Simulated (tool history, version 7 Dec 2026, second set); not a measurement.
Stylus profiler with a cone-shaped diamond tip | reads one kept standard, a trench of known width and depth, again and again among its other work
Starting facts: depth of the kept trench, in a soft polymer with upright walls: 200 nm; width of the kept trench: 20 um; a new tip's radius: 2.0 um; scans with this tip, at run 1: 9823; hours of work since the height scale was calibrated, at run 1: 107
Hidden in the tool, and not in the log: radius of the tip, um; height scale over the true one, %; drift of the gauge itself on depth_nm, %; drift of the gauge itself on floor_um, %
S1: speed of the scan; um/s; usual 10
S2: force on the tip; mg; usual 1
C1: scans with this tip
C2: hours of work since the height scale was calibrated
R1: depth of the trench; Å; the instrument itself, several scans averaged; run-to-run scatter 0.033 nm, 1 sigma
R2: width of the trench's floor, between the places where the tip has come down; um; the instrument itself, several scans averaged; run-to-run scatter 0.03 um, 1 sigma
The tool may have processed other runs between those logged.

| run | hour | S1 | S2 | C1 | C2 | R1 | R2 |
|---|---|---|---|---|---|---|---|
| 1 | 0 | 10 | 1 | 9823 | 107 | 2006.1 | 17.92 |
| 2 | 57.1 | 10 | 1 | 10153 | 151 | 2005.3 | 17.88 |
| 3 | 121.3 | 10 | 0.97 | 10523 | 200 | 2005.4 | 17.83 |
| 4 | 235.8 | 10 | 1 | 11185 | 288 | 2005.6 | 17.85 |
| 5 | 351.5 | 10 | 1 | 11853 | 377 | 2005.4 | 17.87 |
| 6 | 430 | 10 | 1 | 12306 | 437 | 2005 | 17.81 |
| 7 | 563.9 | 2 | 1 | 13079 | 540 | 2004.8 | 17.91 |
| 8 | 687.1 | 4 | 0.57 | 13791 | 635 | 2001.8 | 17.84 |
| 9 | 809.6 | 15 | 0.57 | 14498 | 729 | 2002.3 | 17.7 |
|  | 815.7 | height scale calibrated on a step standard |
| 10 | 865.3 | 15 | 2.44 | 14817 | 38 | 2008 | 17.76 |
| 11 | 935.3 | 21 | 0.97 | 15221 | 92 | 2002.6 | 17.65 |
| 12 | 1047.8 | 12 | 0.42 | 15871 | 178 | 2000 | 17.62 |
|  | 1091.1 | height scale calibrated on a step standard, once more |
| 13 | 1169.7 | 2 | 2.89 | 16572 | 60 | 2012.3 | 17.8 |
| 14 | 1238.8 | 9 | 0.88 | 16971 | 113 | 2006 | 17.72 |

Here are 4 independent what-if runs from the current tool condition. What would each one return?
| A | 1333.6 | 5 | 1.97 | 17518 | 186 | ? | ? |
| B | 1333.6 | 3 | 2.16 | 17518 | 186 | ? | ? |
| C | 1333.6 | 10 | 0.48 | 17518 | 186 | ? | ? |
| D | 1333.6 | 10 | 1.58 | 17518 | 186 | ? | ? |

| run | R1 | R2 |
|---|---|---|
| A | 2009.5 | 17.77 |
| B | 2009.6 | 17.77 |
| C | 2003.6 | 17.61 |
| D | 2007.9 | 17.7 |
Had the tool no hidden state, the same runs would have come out as:
| run | R1 | R2 |
|---|---|---|
| A | 2009.9 | 18.24 |
| B | 2010 | 18.24 |
| C | 2004.1 | 18.08 |
| D | 2008.3 | 18.17 |

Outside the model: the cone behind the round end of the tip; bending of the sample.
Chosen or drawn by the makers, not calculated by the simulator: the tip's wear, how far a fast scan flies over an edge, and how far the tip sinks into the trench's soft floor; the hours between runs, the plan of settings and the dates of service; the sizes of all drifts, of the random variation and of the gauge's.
